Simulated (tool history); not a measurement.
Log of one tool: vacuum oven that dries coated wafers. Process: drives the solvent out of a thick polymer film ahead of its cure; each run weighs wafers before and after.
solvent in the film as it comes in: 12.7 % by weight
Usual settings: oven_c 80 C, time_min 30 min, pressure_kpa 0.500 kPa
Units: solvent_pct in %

Run 1, day 0.000: usual settings. Result: solvent_pct 2.85 %.
Run 2, day 1.604: usual settings. Result: solvent_pct 2.89 %.
Run 3, day 2.529: usual settings. Result: solvent_pct 2.89 %.
Run 4, day 4.154: usual settings. Result: solvent_pct 2.88 %.
Run 5, day 5.346: usual settings but time_min 22 min. Result: solvent_pct 3.98 %.
Run 6, day 7.117: usual settings but time_min 22 min. Result: solvent_pct 3.95 %.
Run 7, day 8.283: usual settings but time_min 22 min. Result: solvent_pct 3.94 %.
Run 8, day 9.350: usual settings but time_min 22 min. Result: solvent_pct 3.98 %.
Run 9, day 10.788: usual settings but oven_c 66 C, time_min 41 min. Result: solvent_pct 5.83 %.
Run 10, day 12.133: usual settings but oven_c 84 C, time_min 52 min, pressure_kpa 0.682 kPa. Result: solvent_pct 0.86 %.

4 ways to go on from here, each from the tool as it stands after run 10. What would each give?
Run A, day 13.942: usual settings but oven_c 83 C. Result: solvent_pct ?.
Run B, day 13.942: usual settings but oven_c 67 C, time_min 52 min, pressure_kpa 0.682 kPa. Result: solvent_pct ?.
Run C, day 13.942: usual settings but oven_c 72 C, pressure_kpa 0.346 kPa. Result: solvent_pct ?.
Run D, day 13.942: usual settings but oven_c 73 C, time_min 23 min, pressure_kpa 0.682 kPa. Result: solvent_pct ?.

run  solvent_pct
  A         2.08
  B         4.80
  C         5.06
  D         5.83
Without the tool's hidden state the same runs would have given:
run  solvent_pct
  A         2.09
  B         4.79
  C         5.07
  D         5.85
